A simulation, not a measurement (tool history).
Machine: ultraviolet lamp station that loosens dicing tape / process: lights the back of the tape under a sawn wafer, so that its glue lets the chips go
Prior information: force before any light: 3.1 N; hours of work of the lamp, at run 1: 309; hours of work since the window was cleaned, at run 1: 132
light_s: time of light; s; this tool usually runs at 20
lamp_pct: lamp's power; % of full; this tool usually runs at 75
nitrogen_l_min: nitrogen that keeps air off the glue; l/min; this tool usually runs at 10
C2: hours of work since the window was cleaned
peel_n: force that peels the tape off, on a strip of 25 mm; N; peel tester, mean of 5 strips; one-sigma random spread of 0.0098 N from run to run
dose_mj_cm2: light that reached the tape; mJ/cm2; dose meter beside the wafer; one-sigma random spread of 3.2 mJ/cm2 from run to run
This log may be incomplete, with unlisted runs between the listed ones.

{"run": 1, "hour": 0.0, "light_s": 20, "lamp_pct": 75, "nitrogen_l_min": 10, "hours of work of the lamp": 309, "C2": 132, "peel_n": 0.494, "dose_mj_cm2": 454}
{"run": 2, "hour": 13.5, "light_s": 20, "lamp_pct": 75, "nitrogen_l_min": 10, "hours of work of the lamp": 317, "C2": 139, "peel_n": 0.494, "dose_mj_cm2": 450}
{"run": 3, "hour": 26.0, "light_s": 20, "lamp_pct": 75, "nitrogen_l_min": 10, "hours of work of the lamp": 324, "C2": 147, "peel_n": 0.501, "dose_mj_cm2": 449}
{"run": 4, "hour": 33.5, "light_s": 12, "lamp_pct": 75, "nitrogen_l_min": 10, "hours of work of the lamp": 328, "C2": 151, "peel_n": 0.967, "dose_mj_cm2": 264}
{"run": 5, "hour": 46.3, "light_s": 20, "lamp_pct": 75, "nitrogen_l_min": 10, "hours of work of the lamp": 336, "C2": 158, "peel_n": 0.503, "dose_mj_cm2": 445}
{"run": 6, "hour": 54.2, "light_s": 20, "lamp_pct": 75, "nitrogen_l_min": 10, "hours of work of the lamp": 340, "C2": 163, "peel_n": 0.515, "dose_mj_cm2": 444}
{"run": 7, "hour": 61.0, "light_s": 20, "lamp_pct": 75, "nitrogen_l_min": 10, "hours of work of the lamp": 344, "C2": 167, "peel_n": 0.515, "dose_mj_cm2": 444}
{"run": 8, "hour": 68.0, "light_s": 20, "lamp_pct": 75, "nitrogen_l_min": 5, "hours of work of the lamp": 348, "C2": 171, "peel_n": 0.671, "dose_mj_cm2": 442}
{"run": 9, "hour": 80.7, "light_s": 20, "lamp_pct": 75, "nitrogen_l_min": 5, "hours of work of the lamp": 356, "C2": 178, "peel_n": 0.676, "dose_mj_cm2": 441}
{"run": 10, "hour": 89.5, "light_s": 20, "lamp_pct": 75, "nitrogen_l_min": 5, "hours of work of the lamp": 361, "C2": 183, "peel_n": 0.679, "dose_mj_cm2": 436}
{"run": 11, "hour": 97.7, "light_s": 20, "lamp_pct": 75, "nitrogen_l_min": 5, "hours of work of the lamp": 365, "C2": 188, "peel_n": 0.681, "dose_mj_cm2": 433}
{"run": 12, "hour": 113.6, "light_s": 20, "lamp_pct": 64, "nitrogen_l_min": 5, "hours of work of the lamp": 375, "C2": 197, "peel_n": 0.875, "dose_mj_cm2": 373}
{"run": 13, "hour": 125.7, "light_s": 20, "lamp_pct": 64, "nitrogen_l_min": 5, "hours of work of the lamp": 382, "C2": 204, "peel_n": 0.864, "dose_mj_cm2": 368}
{"run": 14, "hour": 136.8, "light_s": 38, "lamp_pct": 75, "nitrogen_l_min": 10, "hours of work of the lamp": 388, "C2": 211, "peel_n": 0.203, "dose_mj_cm2": 813}
{"run": 15, "hour": 145.9, "light_s": 38, "lamp_pct": 82, "nitrogen_l_min": 10, "hours of work of the lamp": 393, "C2": 216, "peel_n": 0.188, "dose_mj_cm2": 886}
{"run": 16, "hour": 154.6, "light_s": 38, "lamp_pct": 82, "nitrogen_l_min": 10, "hours of work of the lamp": 398, "C2": 221, "peel_n": 0.179, "dose_mj_cm2": 885}
{"run": 17, "hour": 162.4, "light_s": 38, "lamp_pct": 82, "nitrogen_l_min": 10, "hours of work of the lamp": 403, "C2": 225, "peel_n": 0.187, "dose_mj_cm2": 882}
{"run": 18, "hour": 176.0, "light_s": 20, "lamp_pct": 75, "nitrogen_l_min": 10, "hours of work of the lamp": 411, "C2": 233, "peel_n": 0.568, "dose_mj_cm2": 423}
{"run": 19, "hour": 186.3, "light_s": 20, "lamp_pct": 75, "nitrogen_l_min": 13, "hours of work of the lamp": 417, "C2": 239, "peel_n": 0.484, "dose_mj_cm2": 427}
{"run": 20, "hour": 195.0, "light_s": 10, "lamp_pct": 75, "nitrogen_l_min": 13, "hours of work of the lamp": 422, "C2": 244, "peel_n": 1.159, "dose_mj_cm2": 211}
{"run": 21, "hour": 210.5, "light_s": 10, "lamp_pct": 75, "nitrogen_l_min": 4, "hours of work of the lamp": 431, "C2": 253, "peel_n": 1.537, "dose_mj_cm2": 209}
{"run": 22, "hour": 224.5, "light_s": 20, "lamp_pct": 75, "nitrogen_l_min": 12, "hours of work of the lamp": 439, "C2": 261, "peel_n": 0.53, "dose_mj_cm2": 415}
{"run": 23, "hour": 236.1, "light_s": 20, "lamp_pct": 64, "nitrogen_l_min": 10, "hours of work of the lamp": 445, "C2": 268, "peel_n": 0.723, "dose_mj_cm2": 353}
{"run": 24, "hour": 252.4, "light_s": 15, "lamp_pct": 64, "nitrogen_l_min": 8, "hours of work of the lamp": 455, "C2": 277, "peel_n": 1.071, "dose_mj_cm2": 262}
{"run": 25, "hour": 260.7, "light_s": 32, "lamp_pct": 95, "nitrogen_l_min": 7, "hours of work of the lamp": 460, "C2": 282, "peel_n": 0.212, "dose_mj_cm2": 830}
{"run": 26, "hour": 275.1, "light_s": 18, "lamp_pct": 75, "nitrogen_l_min": 10, "hours of work of the lamp": 468, "C2": 290, "peel_n": 0.694, "dose_mj_cm2": 368}
{"run": 27, "hour": 282.2, "light_s": 20, "lamp_pct": 72, "nitrogen_l_min": 10, "hours of work of the lamp": 472, "C2": 295, "peel_n": 0.618, "dose_mj_cm2": 393}
{"hour": 287.3, "done": "window cleaned of glue's vapour"}
{"run": 28, "hour": 298.3, "light_s": 28, "lamp_pct": 64, "nitrogen_l_min": 8, "hours of work of the lamp": 481, "C2": 6, "peel_n": 0.4, "dose_mj_cm2": 544}
{"run": 29, "hour": 305.2, "light_s": 12, "lamp_pct": 92, "nitrogen_l_min": 8, "hours of work of the lamp": 485, "C2": 10, "peel_n": 0.802, "dose_mj_cm2": 334}
{"run": 30, "hour": 315.6, "light_s": 12, "lamp_pct": 92, "nitrogen_l_min": 8, "hours of work of the lamp": 491, "C2": 16, "peel_n": 0.799, "dose_mj_cm2": 336}
{"run": 31, "hour": 323.9, "light_s": 12, "lamp_pct": 67, "nitrogen_l_min": 16, "hours of work of the lamp": 496, "C2": 21, "peel_n": 1.022, "dose_mj_cm2": 245}
{"run": 32, "hour": 335.7, "light_s": 12, "lamp_pct": 67, "nitrogen_l_min": 16, "hours of work of the lamp": 503, "C2": 28, "peel_n": 1.013, "dose_mj_cm2": 243}
{"run": 33, "hour": 347.4, "light_s": 12, "lamp_pct": 67, "nitrogen_l_min": 16, "hours of work of the lamp": 509, "C2": 35, "peel_n": 1.003, "dose_mj_cm2": 245}
{"run": 34, "hour": 354.9, "light_s": 12, "lamp_pct": 67, "nitrogen_l_min": 16, "hours of work of the lamp": 514, "C2": 39, "peel_n": 0.99, "dose_mj_cm2": 240}
{"run": 35, "hour": 361.7, "light_s": 12, "lamp_pct": 67, "nitrogen_l_min": 16, "hours of work of the lamp": 518, "C2": 43, "peel_n": 1.014, "dose_mj_cm2": 239}
{"run": 36, "hour": 370.3, "light_s": 12, "lamp_pct": 67, "nitrogen_l_min": 10, "hours of work of the lamp": 523, "C2": 48, "peel_n": 1.103, "dose_mj_cm2": 239}
{"run": 37, "hour": 380.7, "light_s": 20, "lamp_pct": 98, "nitrogen_l_min": 10, "hours of work of the lamp": 529, "C2": 54, "peel_n": 0.336, "dose_mj_cm2": 587}
{"run": 38, "hour": 393.4, "light_s": 11, "lamp_pct": 79, "nitrogen_l_min": 7, "hours of work of the lamp": 536, "C2": 61, "peel_n": 1.114, "dose_mj_cm2": 261}
{"run": 39, "hour": 407.0, "light_s": 18, "lamp_pct": 62, "nitrogen_l_min": 10, "hours of work of the lamp": 544, "C2": 69, "peel_n": 0.806, "dose_mj_cm2": 328}
{"run": 40, "hour": 418.6, "light_s": 10, "lamp_pct": 64, "nitrogen_l_min": 10, "hours of work of the lamp": 551, "C2": 76, "peel_n": 1.342, "dose_mj_cm2": 187}

Predict each of these 4 candidate next runs independently; none follows another, all start after run 40:
{"run": "A", "hour": 431.4, "light_s": 10, "lamp_pct": 89, "nitrogen_l_min": 10, "hours of work of the lamp": 558, "C2": 83, "peel_n": "?", "dose_mj_cm2": "?"}
{"run": "B", "hour": 431.4, "light_s": 14, "lamp_pct": 72, "nitrogen_l_min": 8, "hours of work of the lamp": 558, "C2": 83, "peel_n": "?", "dose_mj_cm2": "?"}
{"run": "C", "hour": 431.4, "light_s": 26, "lamp_pct": 64, "nitrogen_l_min": 15, "hours of work of the lamp": 558, "C2": 83, "peel_n": "?", "dose_mj_cm2": "?"}
{"run": "D", "hour": 431.4, "light_s": 10, "lamp_pct": 65, "nitrogen_l_min": 10, "hours of work of the lamp": 558, "C2": 83, "peel_n": "?", "dose_mj_cm2": "?"}

run=A peel_n=1.052 dose_mj_cm2=257
run=B peel_n=0.988 dose_mj_cm2=298
run=C peel_n=0.382 dose_mj_cm2=484
run=D peel_n=1.382 dose_mj_cm2=188
Had the tool no hidden state, the same runs would have come out as:
run=A peel_n=0.896 dose_mj_cm2=297
run=B peel_n=0.836 dose_mj_cm2=344
run=C peel_n=0.302 dose_mj_cm2=559
run=D peel_n=1.222 dose_mj_cm2=217
